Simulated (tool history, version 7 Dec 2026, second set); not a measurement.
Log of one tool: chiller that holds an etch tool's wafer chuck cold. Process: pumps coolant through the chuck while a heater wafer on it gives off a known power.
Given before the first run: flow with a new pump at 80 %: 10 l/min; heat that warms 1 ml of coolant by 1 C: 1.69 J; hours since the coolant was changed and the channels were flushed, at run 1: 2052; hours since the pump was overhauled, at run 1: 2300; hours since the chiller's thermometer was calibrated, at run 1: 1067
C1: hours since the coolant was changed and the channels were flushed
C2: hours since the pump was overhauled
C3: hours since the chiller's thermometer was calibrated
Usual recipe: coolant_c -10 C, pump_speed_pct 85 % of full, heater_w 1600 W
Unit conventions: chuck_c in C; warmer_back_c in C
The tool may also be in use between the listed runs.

run 1 hour=0.0 | coolant_c=-10 pump_speed_pct=85 heater_w=1600 | C1=2052 C2=2300 C3=1067 | chuck_c=4.3 warmer_back_c=5.30
run 2 hour=129.4 | coolant_c=-10 pump_speed_pct=85 heater_w=1600 | C1=2181 C2=2429 C3=1196 | chuck_c=4.4 warmer_back_c=5.35
run 3 hour=195.6 | coolant_c=-10 pump_speed_pct=85 heater_w=1600 | C1=2248 C2=2496 C3=1262 | chuck_c=4.3 warmer_back_c=5.35
run 4 hour=289.8 | coolant_c=-10 pump_speed_pct=85 heater_w=1600 | C1=2342 C2=2590 C3=1356 | chuck_c=4.4 warmer_back_c=5.29
run 5 hour=400.7 | coolant_c=-10 pump_speed_pct=85 heater_w=1600 | C1=2453 C2=2701 C3=1467 | chuck_c=4.3 warmer_back_c=5.30
run 6 hour=523.4 | coolant_c=-7 pump_speed_pct=85 heater_w=1600 | C1=2575 C2=2823 C3=1590 | chuck_c=7.3 warmer_back_c=5.23
run 7 hour=653.2 | coolant_c=-3 pump_speed_pct=80 heater_w=825 | C1=2705 C2=2953 C3=1720 | chuck_c=4.6 warmer_back_c=2.82
run 8 hour=814.9 | coolant_c=-3 pump_speed_pct=85 heater_w=1389 | C1=2867 C2=3115 C3=1882 | chuck_c=9.5 warmer_back_c=4.50
run 9 hour=941.5 | coolant_c=-3 pump_speed_pct=85 heater_w=1765 | C1=2994 C2=3242 C3=2008 | chuck_c=12.8 warmer_back_c=5.75
run 10 hour=1082.9 | coolant_c=0 pump_speed_pct=85 heater_w=878 | C1=3135 C2=3383 C3=2149 | chuck_c=7.8 warmer_back_c=2.80
run 11 hour=1238.7 | coolant_c=-10 pump_speed_pct=85 heater_w=902 | C1=3291 C2=3539 C3=2305 | chuck_c=-1.8 warmer_back_c=2.87

What if the next run were any one of these 5? Each begins from the tool's condition after run 11:
run A hour=1340.8 | coolant_c=-10 pump_speed_pct=85 heater_w=1453 | C1=3393 C2=3641 C3=2407 | chuck_c=? warmer_back_c=?
run B hour=1340.8 | coolant_c=-14 pump_speed_pct=85 heater_w=1600 | C1=3393 C2=3641 C3=2407 | chuck_c=? warmer_back_c=?
run C hour=1340.8 | coolant_c=-8 pump_speed_pct=85 heater_w=1763 | C1=3393 C2=3641 C3=2407 | chuck_c=? warmer_back_c=?
run D hour=1340.8 | coolant_c=-6 pump_speed_pct=92 heater_w=1600 | C1=3393 C2=3641 C3=2407 | chuck_c=? warmer_back_c=?
run E hour=1340.8 | coolant_c=-8 pump_speed_pct=64 heater_w=829 | C1=3393 C2=3641 C3=2407 | chuck_c=? warmer_back_c=?

run=A chuck_c=2.9 warmer_back_c=4.66
run=B chuck_c=0.4 warmer_back_c=5.19
run=C chuck_c=7.7 warmer_back_c=5.69
run=D chuck_c=7.7 warmer_back_c=4.80
run=E chuck_c=1.0 warmer_back_c=3.43
The same runs, with their run-to-run variation unchanged, on a tool lacking any hidden condition would have given:
run=A chuck_c=2.9 warmer_back_c=4.84
run=B chuck_c=0.4 warmer_back_c=5.37
run=C chuck_c=7.7 warmer_back_c=5.87
run=D chuck_c=7.7 warmer_back_c=4.98
run=E chuck_c=0.9 warmer_back_c=3.61

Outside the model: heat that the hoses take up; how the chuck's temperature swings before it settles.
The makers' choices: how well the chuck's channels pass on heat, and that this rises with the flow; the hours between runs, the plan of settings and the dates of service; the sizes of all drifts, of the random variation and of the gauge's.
